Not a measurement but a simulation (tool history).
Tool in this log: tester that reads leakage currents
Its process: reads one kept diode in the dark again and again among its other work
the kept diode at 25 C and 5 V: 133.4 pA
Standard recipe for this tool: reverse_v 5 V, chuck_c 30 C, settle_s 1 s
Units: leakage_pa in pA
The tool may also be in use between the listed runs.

run    hour  reverse_v  chuck_c  settle_s  leakage_pa
  1       0          5       30         1      200.94
  2   106.3          5       30         1      200.81
  3   173.5          5       30         1      199.73
  4   240.5          5       30         1      198.65
  5   323.7          5       30         1      198.51
  6   418.3          5       30         1      198.38
  7   524.4          5       30         1      197.07
  8   636.2          5       30         1      195.99
  9   737.8          5       30         1      195.42
 10   793.5          5       30      8.44      194.39
 11   869.1          5       30      8.44      194.25
 12   926.1          5       46         1      630.82
 13  1011.5      19.73       30         1      433.95
 14  1066.9       2.26       30         1      121.41
 15  1117.4          5       30         1      193.21
 16  1187.7          5       30         1      193.22
 17  1259.2          5       30         1      191.92
     1330.1  -- chuck's temperature calibrated
 18  1330.1          5       30         1      182.14
 19  1412.9          5       30         1      181.29
 20  1474.5          5       30         1      180.48
 21  1578.7       6.55       30      0.44      213.18
 22  1664.8          5       21         1       90.82
 23    1726          3       30      1.17      133.02
 24  1775.8       1.19       23       0.9       45.08
     1832.1  -- chuck's temperature calibrated, once more
 25  1884.4       1.19       59      8.03      706.89
 26  1951.9       1.66       48         1      405.04
 27  2049.1       4.77       51      3.67      906.73
 28  2159.8       2.74       45      0.66      434.32
 29  2245.7      16.41       31      0.38      461.31
 30  2299.3        7.6       30      0.38      268.46
 31  2390.6       1.34       30      0.38       94.83
 32  2497.7       1.62       47      0.38       362.9
 33  2592.6       1.62       51      0.63      478.25
 34  2682.9       2.16       56      6.12      787.79
 35  2792.9      15.32       30         1      401.76
 36    2896      19.14       28      3.51      395.76
     2904.7  -- probe card cleaned and baked
 37  2977.2       1.19       39       0.9      163.89
 38  3047.7       1.19       39       0.9      163.85
 39  3161.8       4.08       52      0.31      836.92

Each row is a separate what-if for the run after 39, all from the same tool condition, not one after another. Results?
  A  3276.1       1.14       30         1           ?
  B  3276.1        7.1       30      8.06           ?
  C  3276.1      16.95       43      0.31           ?
  D  3276.1       2.22       28      0.31           ?

run  leakage_pa
  A       79.67
  B      225.05
  C      1004.9
  D      100.23
Without the tool's unlogged condition, the same runs would have read:
run  leakage_pa
  A       86.38
  B      242.68
  C     1080.21
  D      108.43

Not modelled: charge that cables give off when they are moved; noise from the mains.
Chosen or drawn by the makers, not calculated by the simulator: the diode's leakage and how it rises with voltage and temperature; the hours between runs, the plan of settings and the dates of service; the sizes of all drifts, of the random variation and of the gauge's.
